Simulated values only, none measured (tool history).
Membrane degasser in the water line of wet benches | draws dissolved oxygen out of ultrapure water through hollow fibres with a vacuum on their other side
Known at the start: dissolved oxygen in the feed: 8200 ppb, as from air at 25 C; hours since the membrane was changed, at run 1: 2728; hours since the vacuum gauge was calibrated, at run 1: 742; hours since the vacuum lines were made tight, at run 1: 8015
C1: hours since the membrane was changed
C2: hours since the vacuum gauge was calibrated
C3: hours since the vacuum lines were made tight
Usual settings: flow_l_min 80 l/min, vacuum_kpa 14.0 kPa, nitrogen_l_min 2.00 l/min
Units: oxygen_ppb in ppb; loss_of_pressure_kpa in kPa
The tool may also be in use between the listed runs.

Run 1, hour 0.0: usual settings; C1 2728; C2 742; C3 8015. Result: oxygen_ppb 804.0 ppb, loss_of_pressure_kpa 45.59 kPa.
Run 2, hour 160.7: usual settings; C1 2888; C2 902; C3 8175. Result: oxygen_ppb 809.3 ppb, loss_of_pressure_kpa 45.46 kPa.
Run 3, hour 314.3: usual settings but flow_l_min 57 l/min; C1 3042; C2 1056; C3 8329. Result: oxygen_ppb 616.8 ppb, loss_of_pressure_kpa 32.99 kPa.
Run 4, hour 459.3: usual settings but flow_l_min 57 l/min, nitrogen_l_min 1.25 l/min; C1 3187; C2 1201; C3 8474. Result: oxygen_ppb 882.0 ppb, loss_of_pressure_kpa 32.49 kPa.
Run 5, hour 555.5: usual settings but nitrogen_l_min 4.14 l/min; C1 3283; C2 1297; C3 8570. Result: oxygen_ppb 457.7 ppb, loss_of_pressure_kpa 45.77 kPa.
Run 6, hour 658.1: usual settings but nitrogen_l_min 4.14 l/min; C1 3386; C2 1400; C3 8673. Result: oxygen_ppb 461.2 ppb, loss_of_pressure_kpa 45.64 kPa.
Run 7, hour 825.6: usual settings but nitrogen_l_min 4.14 l/min; C1 3553; C2 1567; C3 8840. Result: oxygen_ppb 461.7 ppb, loss_of_pressure_kpa 45.86 kPa.
At hour 836.5: vacuum gauge calibrated.
Run 8, hour 903.4: usual settings but nitrogen_l_min 4.14 l/min; C1 3631; C2 67; C3 8918. Result: oxygen_ppb 459.9 ppb, loss_of_pressure_kpa 45.49 kPa.
Run 9, hour 1023.3: usual settings but flow_l_min 125 l/min, vacuum_kpa 28.5 kPa, nitrogen_l_min 1.18 l/min; C1 3750; C2 187; C3 9037. Result: oxygen_ppb 3059.8 ppb, loss_of_pressure_kpa 71.86 kPa.
Run 10, hour 1145.1: usual settings but flow_l_min 62 l/min, vacuum_kpa 20.2 kPa, nitrogen_l_min 2.69 l/min; C1 3872; C2 309; C3 9159. Result: oxygen_ppb 796.4 ppb, loss_of_pressure_kpa 35.62 kPa.
At hour 1206.2: seals of the vacuum lines changed.
Run 11, hour 1312.2: usual settings but flow_l_min 62 l/min, vacuum_kpa 20.2 kPa, nitrogen_l_min 2.69 l/min; C1 4037; C2 474; C3 106. Result: oxygen_ppb 792.8 ppb, loss_of_pressure_kpa 35.29 kPa.
Run 12, hour 1483.6: usual settings but flow_l_min 56 l/min, vacuum_kpa 13.4 kPa, nitrogen_l_min 2.69 l/min; C1 4209; C2 645; C3 277. Result: oxygen_ppb 457.9 ppb, loss_of_pressure_kpa 32.37 kPa.
Run 13, hour 1584.5: usual settings but flow_l_min 50 l/min, vacuum_kpa 23.8 kPa; C1 4310; C2 746; C3 378. Result: oxygen_ppb 1004.7 ppb, loss_of_pressure_kpa 29.15 kPa.

The same runs without the tool's hidden state, with the same run-to-run variation:
The hidden state here: membrane still open, %; true pressure behind the membrane over the reading, kPa; air that leaks in behind the membrane, l/min; drift of the gauge itself on oxygen_ppb, %; drift of the gauge itself on loss_of_pressure_kpa, %.
run  oxygen_ppb  loss_of_pressure_kpa
  1       802.3                 44.59
  2       806.7                 44.39
  3       613.2                 32.18
  4       879.3                 31.64
  5       452.5                 44.54
  6       455.5                 44.37
  7       455.4                 44.52
  8       452.2                 44.12
  9      3053.8                 69.64
 10       786.8                 34.48
 11       786.9                 34.10
 12       451.6                 31.25
 13       997.9                 28.13
